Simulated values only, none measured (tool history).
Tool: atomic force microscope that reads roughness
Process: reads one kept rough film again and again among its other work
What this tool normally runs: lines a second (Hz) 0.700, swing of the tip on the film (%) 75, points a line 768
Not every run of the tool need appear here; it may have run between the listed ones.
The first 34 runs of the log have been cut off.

| run | hour | lines a second (Hz) | swing of the tip on the film (%) | points a line | roughness of the kept film (nm (root mean square)) |
|---|---|---|---|---|---|
| 35 | 1025.4 | 1.239 | 58 | 768 | 2.386 |
| 36 | 1071.9 | 0.700 | 83 | 323 | 2.196 |
| 37 | 1112.4 | 0.700 | 83 | 323 | 2.153 |
| 38 | 1149.2 | 0.700 | 83 | 323 | 2.069 |
|  | 1170.3 | new tip fitted |
| 39 | 1184.9 | 0.700 | 83 | 305 | 2.520 |
| 40 | 1219.8 | 1.270 | 55 | 744 | 2.578 |
| 41 | 1244.2 | 1.270 | 55 | 744 | 2.496 |
| 42 | 1267.1 | 0.700 | 81 | 712 | 2.367 |
| 43 | 1308.8 | 3.959 | 75 | 768 | 1.923 |
| 44 | 1331.2 | 3.959 | 75 | 768 | 1.880 |
| 45 | 1361.6 | 3.959 | 75 | 768 | 1.844 |
| 46 | 1387.8 | 3.959 | 75 | 768 | 1.789 |
| 47 | 1422.0 | 3.873 | 81 | 768 | 1.649 |
|  | 1434.9 | new tip fitted |
| 48 | 1445.2 | 0.700 | 75 | 281 | 2.587 |

Here are 3 independent what-if runs from the current tool condition. What would each one return?
| A | 1480.5 | 2.112 | 79 | 965 | ? |
| B | 1480.5 | 2.566 | 86 | 768 | ? |
| C | 1480.5 | 2.418 | 69 | 387 | ? |

| run | roughness of the kept film (nm (root mean square)) |
|---|---|
| A | 2.244 |
| B | 2.037 |
| C | 2.358 |
Stripped of hidden state, with their random variation kept, the same runs would have yielded:
| run | roughness of the kept film (nm (root mean square)) |
|---|---|
| A | 2.360 |
| B | 2.141 |
| C | 2.480 |
